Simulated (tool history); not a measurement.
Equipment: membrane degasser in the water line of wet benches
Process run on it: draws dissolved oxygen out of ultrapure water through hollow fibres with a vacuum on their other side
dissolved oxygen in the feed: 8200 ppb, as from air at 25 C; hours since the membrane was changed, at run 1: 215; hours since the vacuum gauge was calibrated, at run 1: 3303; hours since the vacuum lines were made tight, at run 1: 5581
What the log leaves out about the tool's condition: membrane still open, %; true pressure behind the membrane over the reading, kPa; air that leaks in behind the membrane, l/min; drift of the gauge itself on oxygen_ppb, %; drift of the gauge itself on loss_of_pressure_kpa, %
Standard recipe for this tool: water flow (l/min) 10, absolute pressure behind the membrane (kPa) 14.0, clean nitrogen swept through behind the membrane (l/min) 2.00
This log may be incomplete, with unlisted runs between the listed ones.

run	hour	water flow (l/min)	absolute pressure behind the membrane (kPa)	clean nitrogen swept through behind the membrane (l/min)	hours since the membrane was changed	hours since the vacuum gauge was calibrated	hours since the vacuum lines were made tight	dissolved oxygen in the water behind the degasser (ppb)	pressure that the water loses in the fibres (kPa)
1	0.0	10	14.0	2.00	215	3303	5581	144.2	43.40
2	36.0	10	14.0	2.00	251	3339	5617	142.7	43.42
3	58.3	10	14.0	2.00	273	3362	5639	143.8	43.26
4	84.6	10	14.0	2.00	299	3388	5666	145.5	43.75
5	108.3	10	14.0	2.00	323	3412	5689	144.5	43.46
6	146.8	10	14.0	2.00	362	3450	5728	146.6	43.26
7	179.9	10	14.0	2.00	395	3483	5761	145.6	43.62
8	221.4	10	14.0	2.00	436	3525	5802	142.8	43.62
9	262.1	10	14.0	2.00	477	3565	5843	144.0	43.80
10	302.9	10	14.0	0.87	518	3606	5884	297.2	43.40
11	323.5	10	14.0	0.87	538	3627	5905	305.1	43.41
12	356.3	10	14.0	0.87	571	3660	5937	299.5	43.54
13	395.7	10	31.3	0.87	611	3699	5977	723.7	43.42
14	434.0	10	31.3	0.87	649	3737	6015	713.4	43.51
15	459.2	10	14.0	2.00	674	3763	6040	143.7	43.90
16	500.4	10	14.0	2.00	715	3804	6081	145.4	43.87
17	542.6	10	14.0	2.00	757	3846	6124	145.9	43.79
18	562.3	10	14.1	4.37	777	3866	6143	73.0	43.43
19	582.0	6	31.1	1.08	797	3885	6163	375.8	26.27
20	624.8	6	10.2	2.00	840	3928	6206	55.8	26.36
21	645.7	11	15.2	2.15	860	3949	6227	167.9	47.92
22	681.6	11	11.7	4.59	896	3985	6263	69.0	48.07
23	728.6	11	11.7	4.59	943	4032	6310	69.2	48.39
24	771.2	10	28.7	1.67	986	4075	6352	375.9	44.02
25	804.9	10	13.8	5.66	1020	4108	6386	60.1	43.99
26	847.7	8	14.6	1.37	1062	4151	6429	170.9	35.03
27	870.6	13	8.9	2.24	1085	4174	6452	119.7	56.80
28	903.8	13	8.9	2.24	1119	4207	6485	120.4	57.04
29	939.1	16	10.3	1.00	1154	4242	6520	332.2	70.00
30	979.3	7	10.3	1.00	1194	4283	6560	127.0	30.33
31	1002.6	7	10.3	3.92	1217	4306	6584	35.0	30.39

Predict the results of run 32:
32	1033.5	16	14.0	2.00	1248	4337	6614	?	?

dissolved oxygen in the water behind the degasser (ppb): 282.6
pressure that the water loses in the fibres (kPa): 70.24
On a tool with no hidden condition, and with the same random variation, this run would have come out at dissolved oxygen in the water behind the degasser (ppb) 272.2, pressure that the water loses in the fibres (kPa) 69.57.
